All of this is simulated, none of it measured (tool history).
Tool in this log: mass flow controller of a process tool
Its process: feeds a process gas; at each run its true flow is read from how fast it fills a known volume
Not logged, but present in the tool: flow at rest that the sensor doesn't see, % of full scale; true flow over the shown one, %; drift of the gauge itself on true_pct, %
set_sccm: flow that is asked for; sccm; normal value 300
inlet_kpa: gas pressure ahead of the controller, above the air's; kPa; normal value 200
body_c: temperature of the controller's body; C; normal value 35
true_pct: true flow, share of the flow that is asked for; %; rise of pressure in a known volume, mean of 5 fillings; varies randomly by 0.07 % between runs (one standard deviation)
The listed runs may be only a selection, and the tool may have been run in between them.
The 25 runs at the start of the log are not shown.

run,hour,set_sccm,inlet_kpa,body_c,hours of work since the controller was set to zero,hours of work since the controller was changed,true_pct
26,2115.3,480,161,20,2808,2808,98.62
27,2191.4,510,181,35,2846,2846,97.56
28,2284.3,334,148,33,2893,2893,97.81
# hour 2290.4: controller's zero set anew
29,2390,109,223,33,50,2946,104.33
30,2438,109,223,33,74,2970,104.53
31,2489.5,280,268,35,100,2996,99.02
# hour 2570.6: controller's zero set anew, once more
32,2578.6,295,268,32,4,3040,95.6
33,2627.7,559,268,27,29,3065,96.74
34,2693.8,340,187,27,62,3098,96.24
35,2784.3,567,187,27,107,3144,96.98
36,2899.9,567,187,27,165,3202,96.87
37,2974.1,567,187,27,203,3239,96.89
38,3091.1,247,253,35,261,3298,95.39
39,3188,247,179,34,310,3346,95.56
40,3241.9,247,179,34,337,3373,95.81
41,3357.2,171,200,28,395,3431,95.91
42,3446.2,244,209,30,440,3476,95.92
43,3552.3,525,212,32,493,3529,96.4
44,3667.8,300,228,35,551,3587,95.62
45,3772.1,106,165,32,604,3640,96.31
46,3875.9,113,200,35,656,3692,95.88
47,3991.9,256,200,35,714,3750,95.68
48,4079.2,279,201,36,758,3794,95.6
49,4183.7,291,273,30,810,3847,95.97

Each row is a separate what-if for the run after 49, all from the same tool condition, not one after another. Results?
A,4242.4,253,152,30,840,3876,?
B,4242.4,291,273,32,840,3876,?
C,4242.4,736,278,23,840,3876,?

run,true_pct
A,96.1
B,95.86
C,97.44
The same runs, with their run-to-run variation unchanged, on a tool lacking any hidden condition would have given:
run,true_pct
A,97.51
B,97.36
C,99.31

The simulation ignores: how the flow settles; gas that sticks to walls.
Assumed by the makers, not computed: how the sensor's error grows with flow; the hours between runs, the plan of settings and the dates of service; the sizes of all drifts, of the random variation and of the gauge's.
